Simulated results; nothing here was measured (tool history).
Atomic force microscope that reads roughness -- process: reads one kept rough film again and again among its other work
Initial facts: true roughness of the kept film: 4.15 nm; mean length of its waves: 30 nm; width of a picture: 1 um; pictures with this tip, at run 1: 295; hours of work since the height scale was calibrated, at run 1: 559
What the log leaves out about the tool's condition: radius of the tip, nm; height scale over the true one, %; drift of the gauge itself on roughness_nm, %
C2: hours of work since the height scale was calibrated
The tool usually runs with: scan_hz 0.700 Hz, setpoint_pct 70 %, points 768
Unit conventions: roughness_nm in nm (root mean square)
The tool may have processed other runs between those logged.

Run 1, hour 0.0: usual settings; pictures with this tip 295; C2 559. Result: roughness_nm 2.461 nm (root mean square).
Run 2, hour 11.8: usual settings; pictures with this tip 313; C2 568. Result: roughness_nm 2.401 nm (root mean square).
At hour 29.5: new tip fitted.
Run 3, hour 29.5: usual settings; pictures with this tip 0; C2 582. Result: roughness_nm 3.504 nm (root mean square).
Run 4, hour 44.5: usual settings; pictures with this tip 23; C2 594. Result: roughness_nm 3.375 nm (root mean square).
Run 5, hour 58.5: usual settings; pictures with this tip 44; C2 605. Result: roughness_nm 3.288 nm (root mean square).
Run 6, hour 75.4: usual settings; pictures with this tip 69; C2 618. Result: roughness_nm 3.203 nm (root mean square).
Run 7, hour 89.5: usual settings but scan_hz 3.345 Hz; pictures with this tip 91; C2 629. Result: roughness_nm 2.704 nm (root mean square).
Run 8, hour 100.1: usual settings but setpoint_pct 82 %; pictures with this tip 107; C2 638. Result: roughness_nm 2.933 nm (root mean square).
Run 9, hour 113.2: usual settings; pictures with this tip 126; C2 648. Result: roughness_nm 2.985 nm (root mean square).
Run 10, hour 127.1: usual settings but setpoint_pct 80 %; pictures with this tip 147; C2 659. Result: roughness_nm 2.845 nm (root mean square).
Run 11, hour 144.1: usual settings but setpoint_pct 80 %; pictures with this tip 173; C2 673. Result: roughness_nm 2.758 nm (root mean square).
At hour 146.4: height scale calibrated on a step standard.
Run 12, hour 152.9: usual settings but setpoint_pct 80 %; pictures with this tip 185; C2 5. Result: roughness_nm 2.729 nm (root mean square).
Run 13, hour 166.0: usual settings; pictures with this tip 204; C2 16. Result: roughness_nm 2.723 nm (root mean square).
Run 14, hour 179.9: usual settings; pictures with this tip 225; C2 27. Result: roughness_nm 2.677 nm (root mean square).
Run 15, hour 194.1: usual settings; pictures with this tip 247; C2 38. Result: roughness_nm 2.624 nm (root mean square).
Run 16, hour 203.7: usual settings; pictures with this tip 261; C2 45. Result: roughness_nm 2.570 nm (root mean square).
Run 17, hour 211.6: usual settings; pictures with this tip 273; C2 52. Result: roughness_nm 2.559 nm (root mean square).
Run 18, hour 228.5: usual settings but points 503; pictures with this tip 299; C2 65. Result: roughness_nm 2.474 nm (root mean square).
At hour 243.7: height scale calibrated on a step standard, once more.
Run 19, hour 246.9: usual settings but points 305; pictures with this tip 325; C2 3. Result: roughness_nm 2.419 nm (root mean square).
At hour 256.9: new tip fitted.
Run 20, hour 259.0: usual settings but points 305; pictures with this tip 3; C2 12. Result: roughness_nm 3.457 nm (root mean square).
Run 21, hour 267.4: usual settings but points 305; pictures with this tip 16; C2 18. Result: roughness_nm 3.416 nm (root mean square).
Run 22, hour 274.8: usual settings but scan_hz 1.020 Hz, points 305; pictures with this tip 27; C2 24. Result: roughness_nm 3.321 nm (root mean square).
Run 23, hour 288.7: usual settings but scan_hz 2.248 Hz, setpoint_pct 81 %; pictures with this tip 48; C2 35. Result: roughness_nm 2.855 nm (root mean square).
Run 24, hour 304.2: usual settings but scan_hz 2.367 Hz, setpoint_pct 56 %; pictures with this tip 71; C2 48. Result: roughness_nm 3.195 nm (root mean square).
Run 25, hour 312.2: usual settings but scan_hz 2.735 Hz, setpoint_pct 80 %, points 717; pictures with this tip 83; C2 54. Result: roughness_nm 2.620 nm (root mean square).
Run 26, hour 326.8: usual settings but setpoint_pct 59 %, points 356; pictures with this tip 105; C2 66. Result: roughness_nm 3.162 nm (root mean square).
Run 27, hour 339.1: usual settings but setpoint_pct 84 %, points 516; pictures with this tip 124; C2 75. Result: roughness_nm 2.899 nm (root mean square).
Run 28, hour 352.5: usual settings but setpoint_pct 84 %, points 516; pictures with this tip 144; C2 86. Result: roughness_nm 2.833 nm (root mean square).
Run 29, hour 364.6: usual settings but setpoint_pct 87 %, points 260; pictures with this tip 162; C2 96. Result: roughness_nm 2.726 nm (root mean square).
Run 30, hour 381.2: usual settings but setpoint_pct 87 %, points 260; pictures with this tip 187; C2 109. Result: roughness_nm 2.660 nm (root mean square).
Run 31, hour 397.2: usual settings but scan_hz 2.273 Hz, setpoint_pct 55 %, points 641; pictures with this tip 211; C2 121. Result: roughness_nm 2.737 nm (root mean square).
Run 32, hour 404.7: usual settings but setpoint_pct 66 %, points 437; pictures with this tip 223; C2 127. Result: roughness_nm 2.747 nm (root mean square).
Run 33, hour 418.0: usual settings but scan_hz 1.315 Hz, setpoint_pct 86 %, points 437; pictures with this tip 243; C2 138. Result: roughness_nm 2.343 nm (root mean square).
Run 34, hour 429.3: usual settings but scan_hz 1.318 Hz, setpoint_pct 86 %, points 437; pictures with this tip 260; C2 147. Result: roughness_nm 2.303 nm (root mean square).
Run 35, hour 440.7: usual settings but scan_hz 2.656 Hz, setpoint_pct 58 %; pictures with this tip 277; C2 156. Result: roughness_nm 2.506 nm (root mean square).
Run 36, hour 450.6: usual settings but scan_hz 2.656 Hz, setpoint_pct 58 %; pictures with this tip 292; C2 164. Result: roughness_nm 2.470 nm (root mean square).
Run 37, hour 459.7: usual settings but setpoint_pct 83 %; pictures with this tip 305; C2 171. Result: roughness_nm 2.421 nm (root mean square).

Below, some changes in roughness_nm between adjacent runs. For each, the amount present without the hidden state too (settings, incoming material, random variation) and the amount remaining for the hidden state with gauge scatter not shared by both compared results:
Run 2 -> 3: new tip fitted. roughness_nm +1.103 nm (root mean square): hidden state +1.067, all else +0.036.
Run 19 -> 20: new tip fitted. roughness_nm +1.038 nm (root mean square): hidden state +1.053, all else -0.015.
Run 24 -> 25: scan_hz 2.367 -> 2.735, setpoint_pct 56 -> 80, points 768 -> 717. roughness_nm -0.575 nm (root mean square): hidden state +0.010, all else -0.585.
Run 25 -> 26: scan_hz 2.735 -> 0.700, setpoint_pct 80 -> 59, points 717 -> 356. roughness_nm +0.542 nm (root mean square): hidden state -0.144, all else +0.686.

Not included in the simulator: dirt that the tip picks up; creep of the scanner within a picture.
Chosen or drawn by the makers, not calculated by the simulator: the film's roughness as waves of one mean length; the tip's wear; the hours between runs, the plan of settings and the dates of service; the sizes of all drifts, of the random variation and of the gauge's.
